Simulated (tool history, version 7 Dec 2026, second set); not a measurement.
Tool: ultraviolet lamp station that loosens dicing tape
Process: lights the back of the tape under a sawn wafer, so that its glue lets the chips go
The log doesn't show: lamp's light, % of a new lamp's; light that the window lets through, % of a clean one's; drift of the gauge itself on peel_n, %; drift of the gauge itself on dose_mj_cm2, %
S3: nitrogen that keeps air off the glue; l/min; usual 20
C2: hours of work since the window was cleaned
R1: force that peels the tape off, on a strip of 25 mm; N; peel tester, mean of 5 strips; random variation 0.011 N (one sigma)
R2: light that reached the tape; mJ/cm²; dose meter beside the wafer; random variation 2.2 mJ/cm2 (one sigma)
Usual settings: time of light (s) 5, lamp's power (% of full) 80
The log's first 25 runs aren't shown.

Run 26, hour 431.5: usual settings but lamp's power (% of full) 90, S3 10 l/min; hours of work of the lamp 209; C2 150. Result: R1 0.735 N, R2 197 mJ/cm².
Run 27, hour 447.1: usual settings but time of light (s) 2, lamp's power (% of full) 90, S3 24 l/min; hours of work of the lamp 216; C2 157. Result: R1 1.342 N, R2 78 mJ/cm².
Run 28, hour 462.1: usual settings but time of light (s) 2, lamp's power (% of full) 90, S3 24 l/min; hours of work of the lamp 222; C2 164. Result: R1 1.374 N, R2 74 mJ/cm².
Run 29, hour 482.6: usual settings but time of light (s) 2, lamp's power (% of full) 83, S3 34 l/min; hours of work of the lamp 231; C2 173. Result: R1 1.339 N, R2 71 mJ/cm².
Run 30, hour 496.0: usual settings but time of light (s) 3, lamp's power (% of full) 92; hours of work of the lamp 237; C2 178. Result: R1 0.953 N, R2 115 mJ/cm².
Run 31, hour 517.7: usual settings but lamp's power (% of full) 78, S3 31 l/min; hours of work of the lamp 246; C2 188. Result: R1 0.539 N, R2 163 mJ/cm².
Run 32, hour 531.3: usual settings but lamp's power (% of full) 89, S3 31 l/min; hours of work of the lamp 252; C2 194. Result: R1 0.426 N, R2 189 mJ/cm².
Run 33, hour 555.7: usual settings but time of light (s) 4, lamp's power (% of full) 89, S3 7 l/min; hours of work of the lamp 263; C2 204. Result: R1 1.170 N, R2 152 mJ/cm².
Run 34, hour 573.9: usual settings but lamp's power (% of full) 63; hours of work of the lamp 271; C2 212. Result: R1 0.857 N, R2 131 mJ/cm².
Run 35, hour 593.2: usual settings but time of light (s) 3, lamp's power (% of full) 68, S3 7 l/min; hours of work of the lamp 279; C2 221. Result: R1 1.804 N, R2 84 mJ/cm².
Run 36, hour 606.5: usual settings but lamp's power (% of full) 83; hours of work of the lamp 285; C2 226. Result: R1 0.614 N, R2 169 mJ/cm².
Run 37, hour 624.2: usual settings but time of light (s) 9, lamp's power (% of full) 88, S3 28 l/min; hours of work of the lamp 293; C2 234. Result: R1 0.235 N, R2 326 mJ/cm².
Run 38, hour 641.9: usual settings but time of light (s) 7, lamp's power (% of full) 71, S3 19 l/min; hours of work of the lamp 300; C2 242. Result: R1 0.489 N, R2 204 mJ/cm².
Run 39, hour 663.7: usual settings but time of light (s) 7, lamp's power (% of full) 71, S3 19 l/min; hours of work of the lamp 310; C2 251. Result: R1 0.494 N, R2 192 mJ/cm².
Run 40, hour 675.4: usual settings but time of light (s) 2, lamp's power (% of full) 75; hours of work of the lamp 315; C2 256. Result: R1 1.765 N, R2 61 mJ/cm².
Run 41, hour 691.9: usual settings but time of light (s) 2, lamp's power (% of full) 75; hours of work of the lamp 322; C2 264. Result: R1 1.756 N, R2 59 mJ/cm².
Run 42, hour 716.5: usual settings but time of light (s) 2, lamp's power (% of full) 75; hours of work of the lamp 333; C2 274. Result: R1 1.724 N, R2 59 mJ/cm².
Run 43, hour 740.1: usual settings but time of light (s) 2, lamp's power (% of full) 75; hours of work of the lamp 343; C2 285. Result: R1 1.761 N, R2 57 mJ/cm².

Forecast each of these 4 alternatives for the next run:
Run A, hour 762.4: usual settings but time of light (s) 3, lamp's power (% of full) 75; hours of work of the lamp 353; C2 294. Result: R1 ?, R2 ?.
Run B, hour 762.4: usual settings but time of light (s) 3, lamp's power (% of full) 90, S3 34 l/min; hours of work of the lamp 353; C2 294. Result: R1 ?, R2 ?.
Run C, hour 762.4: usual settings but time of light (s) 4, lamp's power (% of full) 68; hours of work of the lamp 353; C2 294. Result: R1 ?, R2 ?.
Run D, hour 762.4: usual settings but time of light (s) 2; hours of work of the lamp 353; C2 294. Result: R1 ?, R2 ?.

run     R1   R2
  A  1.292   88
  B  0.888  105
  C  1.086  105
  D  1.677   61
Without the tool's hidden state the same runs would have given:
run     R1   R2
  A  1.008  114
  B  0.644  135
  C  0.816  136
  D  1.392   79
